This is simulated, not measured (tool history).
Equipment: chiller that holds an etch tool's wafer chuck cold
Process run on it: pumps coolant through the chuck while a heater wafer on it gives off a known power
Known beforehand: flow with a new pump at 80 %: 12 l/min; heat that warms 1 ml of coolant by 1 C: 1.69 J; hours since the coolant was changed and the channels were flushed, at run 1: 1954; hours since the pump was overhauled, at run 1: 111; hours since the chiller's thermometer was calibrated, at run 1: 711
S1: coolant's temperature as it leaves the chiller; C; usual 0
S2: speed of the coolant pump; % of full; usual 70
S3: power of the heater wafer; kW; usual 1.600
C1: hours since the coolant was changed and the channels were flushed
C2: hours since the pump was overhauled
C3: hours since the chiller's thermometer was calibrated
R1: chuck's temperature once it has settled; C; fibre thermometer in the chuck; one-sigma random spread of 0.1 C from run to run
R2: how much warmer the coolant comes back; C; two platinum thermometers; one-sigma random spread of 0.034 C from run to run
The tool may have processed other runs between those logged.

run 1 hour=0.0 | S1=0 S2=70 S3=1.600 | C1=1954 C2=111 C3=711 | R1=14.1 R2=5.39
run 2 hour=29.2 | S1=0 S2=70 S3=1.600 | C1=1983 C2=140 C3=740 | R1=14.0 R2=5.51
run 3 hour=58.4 | S1=0 S2=70 S3=1.600 | C1=2013 C2=169 C3=769 | R1=14.0 R2=5.51
run 4 hour=83.2 | S1=0 S2=70 S3=1.600 | C1=2037 C2=194 C3=794 | R1=14.1 R2=5.47
run 5 hour=101.4 | S1=0 S2=70 S3=1.600 | C1=2056 C2=212 C3=812 | R1=14.2 R2=5.48
run 6 hour=133.1 | S1=6 S2=70 S3=1.600 | C1=2087 C2=244 C3=844 | R1=20.2 R2=5.50
run 7 hour=146.0 | S1=6 S2=70 S3=1.600 | C1=2100 C2=257 C3=857 | R1=20.4 R2=5.46
-- hour=149.7 chiller's thermometer calibrated
run 8 hour=172.4 | S1=6 S2=70 S3=1.600 | C1=2126 C2=282 C3=23 | R1=20.3 R2=5.53
run 9 hour=196.3 | S1=6 S2=70 S3=1.600 | C1=2150 C2=306 C3=47 | R1=20.1 R2=5.44
-- hour=204.8 chiller's thermometer calibrated, once more
run 10 hour=227.0 | S1=6 S2=70 S3=1.600 | C1=2179 C2=336 C3=22 | R1=20.3 R2=5.48
run 11 hour=243.8 | S1=6 S2=70 S3=1.600 | C1=2196 C2=353 C3=39 | R1=20.1 R2=5.52
run 12 hour=258.5 | S1=6 S2=79 S3=1.600 | C1=2211 C2=367 C3=54 | R1=18.8 R2=4.79
run 13 hour=280.3 | S1=6 S2=94 S3=2.210 | C1=2233 C2=389 C3=76 | R1=21.6 R2=5.59
run 14 hour=310.3 | S1=6 S2=72 S3=2.210 | C1=2263 C2=419 C3=106 | R1=25.4 R2=7.31
run 15 hour=330.5 | S1=6 S2=72 S3=2.210 | C1=2283 C2=439 C3=126 | R1=25.4 R2=7.46
run 16 hour=350.5 | S1=0 S2=62 S3=1.600 | C1=2303 C2=459 C3=146 | R1=15.6 R2=6.24
run 17 hour=363.7 | S1=0 S2=62 S3=1.600 | C1=2316 C2=473 C3=159 | R1=15.6 R2=6.22
run 18 hour=382.7 | S1=0 S2=62 S3=1.600 | C1=2335 C2=492 C3=178 | R1=15.6 R2=6.22
run 19 hour=405.2 | S1=0 S2=62 S3=1.600 | C1=2357 C2=514 C3=200 | R1=15.6 R2=6.24
run 20 hour=420.1 | S1=-4 S2=70 S3=1.030 | C1=2372 C2=529 C3=215 | R1=5.0 R2=3.50
run 21 hour=441.9 | S1=-8 S2=65 S3=1.913 | C1=2394 C2=551 C3=237 | R1=10.3 R2=7.09
run 22 hour=461.1 | S1=-8 S2=65 S3=1.913 | C1=2413 C2=570 C3=256 | R1=10.2 R2=7.16
run 23 hour=486.8 | S1=7 S2=76 S3=1.600 | C1=2439 C2=596 C3=282 | R1=20.3 R2=5.08

The logged runs with the hidden state left out (each run's random variation unchanged):
The tool's hidden condition here consists of: heat passed by the chuck's channels, % of clean ones'; flow at a given pump speed, % of a new pump's; coolant's true temperature over the reading, C; drift of the gauge itself on chuck_c, C; drift of the gauge itself on warmer_back_c, C.
run=1 R1=13.2 R2=5.36
run=2 R1=13.1 R2=5.47
run=3 R1=13.1 R2=5.47
run=4 R1=13.2 R2=5.43
run=5 R1=13.3 R2=5.43
run=6 R1=19.3 R2=5.45
run=7 R1=19.4 R2=5.41
run=8 R1=19.3 R2=5.48
run=9 R1=19.1 R2=5.39
run=10 R1=19.4 R2=5.43
run=11 R1=19.1 R2=5.46
run=12 R1=17.9 R2=4.74
run=13 R1=20.5 R2=5.53
run=14 R1=24.1 R2=7.23
run=15 R1=24.0 R2=7.37
run=16 R1=14.5 R2=6.17
run=17 R1=14.5 R2=6.14
run=18 R1=14.5 R2=6.14
run=19 R1=14.5 R2=6.15
run=20 R1=4.4 R2=3.45
run=21 R1=8.9 R2=7.00
run=22 R1=8.9 R2=7.06
run=23 R1=19.3 R2=5.01
